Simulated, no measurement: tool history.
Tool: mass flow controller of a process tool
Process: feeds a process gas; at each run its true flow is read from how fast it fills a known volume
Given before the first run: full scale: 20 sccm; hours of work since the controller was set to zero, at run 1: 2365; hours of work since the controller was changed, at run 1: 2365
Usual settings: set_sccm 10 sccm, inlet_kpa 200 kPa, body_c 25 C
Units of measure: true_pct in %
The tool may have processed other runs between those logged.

| run | hour | set_sccm | inlet_kpa | body_c | hours of work since the controller was set to zero | hours of work since the controller was changed | true_pct |
|---|---|---|---|---|---|---|---|
| 1 | 0.0 | 10 | 200 | 25 | 2365 | 2365 | 99.35 |
| 2 | 231.3 | 10 | 200 | 25 | 2461 | 2461 | 99.35 |
| 3 | 428.6 | 10 | 159 | 25 | 2544 | 2544 | 99.68 |
| 4 | 663.8 | 10 | 200 | 26 | 2642 | 2642 | 99.50 |
| 5 | 843.1 | 5 | 200 | 25 | 2717 | 2717 | 99.03 |
| 6 | 1035.5 | 10 | 200 | 25 | 2797 | 2797 | 99.33 |
| 7 | 1162.5 | 10 | 200 | 25 | 2850 | 2850 | 99.28 |
| 8 | 1340.9 | 10 | 200 | 25 | 2925 | 2925 | 99.52 |
| 9 | 1466.1 | 10 | 200 | 25 | 2977 | 2977 | 99.48 |
| 10 | 1589.8 | 10 | 200 | 25 | 3029 | 3029 | 99.40 |
| 11 | 1719.9 | 10 | 200 | 25 | 3083 | 3083 | 99.33 |
| 12 | 1832.3 | 10 | 200 | 25 | 3130 | 3130 | 99.45 |
| 13 | 1942.1 | 3 | 199 | 22 | 3176 | 3176 | 98.85 |
| 14 | 2084.7 | 3 | 172 | 22 | 3235 | 3235 | 98.99 |
| 15 | 2311.4 | 3 | 223 | 29 | 3330 | 3330 | 98.83 |
| 16 | 2454.4 | 3 | 223 | 29 | 3390 | 3390 | 98.99 |
| 17 | 2590.0 | 15 | 257 | 37 | 3447 | 3447 | 100.02 |

3 ways to go on from here, each from the tool as it stands after run 17. What would each give?
| A | 2821.1 | 12 | 198 | 36 | 3543 | 3543 | ? |
| B | 2821.1 | 6 | 175 | 24 | 3543 | 3543 | ? |
| C | 2821.1 | 10 | 215 | 25 | 3543 | 3543 | ? |

| run | true_pct |
|---|---|
| A | 99.88 |
| B | 99.25 |
| C | 99.31 |
Without the tool's hidden state the same runs would have given:
| run | true_pct |
|---|---|
| A | 99.87 |
| B | 99.24 |
| C | 99.30 |
